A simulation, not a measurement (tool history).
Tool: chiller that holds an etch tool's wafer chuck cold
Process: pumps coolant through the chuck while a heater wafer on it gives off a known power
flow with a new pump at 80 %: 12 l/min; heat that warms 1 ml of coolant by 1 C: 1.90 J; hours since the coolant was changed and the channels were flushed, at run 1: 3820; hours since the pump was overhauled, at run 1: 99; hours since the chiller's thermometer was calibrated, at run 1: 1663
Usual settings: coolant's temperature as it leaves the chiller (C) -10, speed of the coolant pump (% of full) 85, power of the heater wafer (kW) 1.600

run     day  coolant's temperature as it leaves the chiller (C)  speed of the coolant pump (% of full)  power of the heater wafer (kW)  hours since the coolant was changed and the channels were flushed  hours since the pump was overhauled  hours since the chiller's thermometer was calibrated  chuck's temperature once it has settled (C)  how much warmer the coolant comes back (C)
  1   0.000                                                 -10                                     85                           1.600                                                               3820                                   99                                                  1663                                          8.4                                        4.04
  2   1.208                                                 -10                                     85                           1.600                                                               3849                                  128                                                  1692                                          8.4                                        3.95
  3   2.546                                                 -10                                     85                           1.600                                                               3881                                  160                                                  1724                                          8.4                                        3.96
  4   4.150                                                 -10                                     71                           1.600                                                               3919                                  199                                                  1762                                         10.5                                        4.84
  5   5.129                                                 -10                                     71                           1.600                                                               3943                                  222                                                  1786                                         10.3                                        4.82
  6   6.875                                                  -2                                     85                           1.600                                                               3985                                  264                                                  1828                                         16.4                                        4.02
  7   8.388                                                 -10                                     67                           1.600                                                               4021                                  300                                                  1864                                         11.1                                        5.18
  8  10.217                                                 -10                                     67                           1.600                                                               4065                                  344                                                  1908                                         11.0                                        5.17
     11.862  -- coolant changed, channels flushed
  9  12.167                                                 -10                                     85                           1.600                                                                  7                                  385                                                  1949                                          6.9                                        4.01
     12.338  -- chiller's thermometer calibrated
 10  14.100                                                 -10                                     85                           1.600                                                                 53                                  431                                                    42                                          7.2                                        4.10
 11  15.267                                                 -10                                     85                           1.600                                                                 81                                  458                                                    70                                          7.2                                        4.02
 12  17.033                                                  -4                                     74                           1.752                                                                123                                  501                                                   113                                         16.4                                        5.09
 13  18.350                                                 -10                                     86                           1.079                                                                155                                  533                                                   144                                          1.8                                        2.67

Run 14 comes next. What will it give?
     20.350  -- chiller's thermometer calibrated, once more
 14  20.517                                                 -18                                     85                           1.716                                                                206                                  583                                                     4                                            ?                                           ?

{"run 14": {"chuck's temperature once it has settled (C)": -0.2, "how much warmer the coolant comes back (C)": 4.31}}
Without the tool's hidden state the same run would have given chuck's temperature once it has settled (C) -0.6, how much warmer the coolant comes back (C) 4.23.
